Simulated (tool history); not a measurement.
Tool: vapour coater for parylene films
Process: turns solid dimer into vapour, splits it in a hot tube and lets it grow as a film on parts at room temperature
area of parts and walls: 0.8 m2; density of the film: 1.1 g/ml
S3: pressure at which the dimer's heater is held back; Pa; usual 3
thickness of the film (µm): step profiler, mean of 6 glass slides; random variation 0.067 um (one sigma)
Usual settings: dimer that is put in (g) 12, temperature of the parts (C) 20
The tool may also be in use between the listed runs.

{"run": 1, "hour": 0.0, "dimer that is put in (g)": 12, "temperature of the parts (C)": 20, "S3": 3, "thickness of the film (µm)": 7.89}
{"run": 2, "hour": 63.3, "dimer that is put in (g)": 12, "temperature of the parts (C)": 20, "S3": 3, "thickness of the film (µm)": 7.74}
{"run": 3, "hour": 127.3, "dimer that is put in (g)": 12, "temperature of the parts (C)": 20, "S3": 3, "thickness of the film (µm)": 7.6}
{"run": 4, "hour": 165.2, "dimer that is put in (g)": 12, "temperature of the parts (C)": 20, "S3": 3, "thickness of the film (µm)": 7.67}
{"run": 5, "hour": 214.5, "dimer that is put in (g)": 12, "temperature of the parts (C)": 18, "S3": 3, "thickness of the film (µm)": 7.79}
{"run": 6, "hour": 268.2, "dimer that is put in (g)": 12, "temperature of the parts (C)": 20, "S3": 3, "thickness of the film (µm)": 7.49}
{"run": 7, "hour": 314.5, "dimer that is put in (g)": 12, "temperature of the parts (C)": 20, "S3": 3, "thickness of the film (µm)": 7.36}
{"hour": 338.3, "done": "trap's valve overhauled"}
{"run": 8, "hour": 353.5, "dimer that is put in (g)": 12, "temperature of the parts (C)": 20, "S3": 3, "thickness of the film (µm)": 7.92}
{"run": 9, "hour": 399.5, "dimer that is put in (g)": 9, "temperature of the parts (C)": 20, "S3": 3, "thickness of the film (µm)": 5.99}
{"run": 10, "hour": 462.9, "dimer that is put in (g)": 9, "temperature of the parts (C)": 20, "S3": 3, "thickness of the film (µm)": 5.88}
{"run": 11, "hour": 510.5, "dimer that is put in (g)": 9, "temperature of the parts (C)": 20, "S3": 3, "thickness of the film (µm)": 5.95}
{"run": 12, "hour": 561.6, "dimer that is put in (g)": 9, "temperature of the parts (C)": 20, "S3": 3, "thickness of the film (µm)": 5.74}
{"run": 13, "hour": 629.0, "dimer that is put in (g)": 12, "temperature of the parts (C)": 20, "S3": 3, "thickness of the film (µm)": 7.51}
{"hour": 632.8, "done": "table's thermometer calibrated"}
{"run": 14, "hour": 684.9, "dimer that is put in (g)": 12, "temperature of the parts (C)": 20, "S3": 3, "thickness of the film (µm)": 7.48}
{"run": 15, "hour": 751.8, "dimer that is put in (g)": 7, "temperature of the parts (C)": 12, "S3": 3.64, "thickness of the film (µm)": 4.86}
{"hour": 785.9, "done": "table's thermometer calibrated, once more"}
{"run": 16, "hour": 805.1, "dimer that is put in (g)": 7, "temperature of the parts (C)": 12, "S3": 3.64, "thickness of the film (µm)": 4.76}
{"hour": 818.5, "done": "trap's valve overhauled"}
{"run": 17, "hour": 875.0, "dimer that is put in (g)": 9, "temperature of the parts (C)": 17, "S3": 2.71, "thickness of the film (µm)": 6.29}
{"run": 18, "hour": 917.8, "dimer that is put in (g)": 9, "temperature of the parts (C)": 17, "S3": 7.11, "thickness of the film (µm)": 5.61}
{"run": 19, "hour": 963.9, "dimer that is put in (g)": 10, "temperature of the parts (C)": 13, "S3": 4.69, "thickness of the film (µm)": 7.04}
{"run": 20, "hour": 1017.7, "dimer that is put in (g)": 10, "temperature of the parts (C)": 13, "S3": 7.85, "thickness of the film (µm)": 6.41}
{"run": 21, "hour": 1055.0, "dimer that is put in (g)": 10, "temperature of the parts (C)": 13, "S3": 7.85, "thickness of the film (µm)": 6.36}
{"run": 22, "hour": 1101.5, "dimer that is put in (g)": 10, "temperature of the parts (C)": 13, "S3": 5.57, "thickness of the film (µm)": 6.57}
{"run": 23, "hour": 1140.5, "dimer that is put in (g)": 10, "temperature of the parts (C)": 15, "S3": 3.31, "thickness of the film (µm)": 6.71}
{"run": 24, "hour": 1174.9, "dimer that is put in (g)": 12, "temperature of the parts (C)": 18, "S3": 3, "thickness of the film (µm)": 7.71}
{"run": 25, "hour": 1231.1, "dimer that is put in (g)": 12, "temperature of the parts (C)": 18, "S3": 3, "thickness of the film (µm)": 7.78}
{"run": 26, "hour": 1272.4, "dimer that is put in (g)": 13, "temperature of the parts (C)": 30, "S3": 2.25, "thickness of the film (µm)": 7.12}
{"hour": 1299.7, "done": "trap's valve overhauled"}
{"run": 27, "hour": 1325.1, "dimer that is put in (g)": 12, "temperature of the parts (C)": 29, "S3": 2.81, "thickness of the film (µm)": 6.94}

5 ways to go on from here, each from the tool as it stands after run 27. What would each give?
{"run": "A", "hour": 1362.3, "dimer that is put in (g)": 9, "temperature of the parts (C)": 17, "S3": 7.01, "thickness of the film (µm)": "?"}
{"run": "B", "hour": 1362.3, "dimer that is put in (g)": 12, "temperature of the parts (C)": 24, "S3": 5.36, "thickness of the film (µm)": "?"}
{"run": "C", "hour": 1362.3, "dimer that is put in (g)": 7, "temperature of the parts (C)": 29, "S3": 3.81, "thickness of the film (µm)": "?"}
{"run": "D", "hour": 1362.3, "dimer that is put in (g)": 9, "temperature of the parts (C)": 20, "S3": 8.9, "thickness of the film (µm)": "?"}
{"run": "E", "hour": 1362.3, "dimer that is put in (g)": 6, "temperature of the parts (C)": 29, "S3": 2.81, "thickness of the film (µm)": "?"}

run=A thickness_of_the_film_(µm)=5.62
run=B thickness_of_the_film_(µm)=6.89
run=C thickness_of_the_film_(µm)=3.82
run=D thickness_of_the_film_(µm)=5.19
run=E thickness_of_the_film_(µm)=3.42
Without the tool's hidden state the same runs would have given:
run=A thickness_of_the_film_(µm)=5.68
run=B thickness_of_the_film_(µm)=6.97
run=C thickness_of_the_film_(µm)=3.86
run=D thickness_of_the_film_(µm)=5.25
run=E thickness_of_the_film_(µm)=3.45

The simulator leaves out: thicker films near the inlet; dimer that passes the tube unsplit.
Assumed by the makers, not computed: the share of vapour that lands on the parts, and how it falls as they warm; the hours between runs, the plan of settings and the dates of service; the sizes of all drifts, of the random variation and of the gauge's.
